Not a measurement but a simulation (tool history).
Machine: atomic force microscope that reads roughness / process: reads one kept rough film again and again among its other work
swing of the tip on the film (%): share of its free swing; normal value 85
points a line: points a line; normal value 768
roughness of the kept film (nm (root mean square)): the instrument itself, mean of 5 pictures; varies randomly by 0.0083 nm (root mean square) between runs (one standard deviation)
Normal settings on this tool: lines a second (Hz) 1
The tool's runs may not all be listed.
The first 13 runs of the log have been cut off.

run    hour  lines a second (Hz)  swing of the tip on the film (%)  points a line  pictures with this tip  hours of work since the height scale was calibrated  roughness of the kept film (nm (root mean square))
 14   425.8                 3.04                                85            817                     133                                                  735                                               1.464
 15   448.1                 3.04                                86            817                     175                                                  749                                               1.428
 16   479.7                    1                                59            768                     235                                                  769                                               2.004
 17   511.8                    1                                59            768                     295                                                  790                                               1.997
      533.8  -- new tip fitted
 18   552.6                    1                                85            768                      36                                                  815                                               1.841
 19   578.6                    1                                85            768                      85                                                  832                                               1.829
 20   618.2                    1                                85            768                     159                                                  857                                               1.828
 21   647.2                    1                                66            768                     214                                                  876                                               1.969
 22   684.9                    1                                66            768                     285                                                  900                                               1.947
      712.1  -- new tip fitted
 23   712.5                    1                                75            768                       1                                                  917                                               1.919
 24   744.6                    1                                75            768                      62                                                  937                                                1.92
 25   791.9                    1                                75            768                     151                                                  968                                               1.898
 26   839.3                 3.47                                85            332                     240                                                  998                                               1.382
 27   865.6                 0.64                                88            768                     290                                                 1015                                               1.872
      890.2  -- new tip fitted
 28   909.2                 0.64                                88            768                      36                                                 1042                                               1.885
 29   934.7                 1.07                                59            720                      84                                                 1059                                               2.008
 30   977.1                 1.07                                59            720                     164                                                 1086                                               2.011
 31  1007.5                 2.09                                56            768                     221                                                 1105                                                1.96
 32  1039.9                 2.09                                56            768                     282                                                 1126                                               1.964

Run 33 is up next; what results do you expect?
 33  1060.7                 0.85                                58            768                     321                                                 1139                                                   ?

Run 33 came out at roughness of the kept film (nm (root mean square)) 2.028.
On a tool with no hidden condition, and with the same random variation, this run would have come out at roughness of the kept film (nm (root mean square)) 2.034.
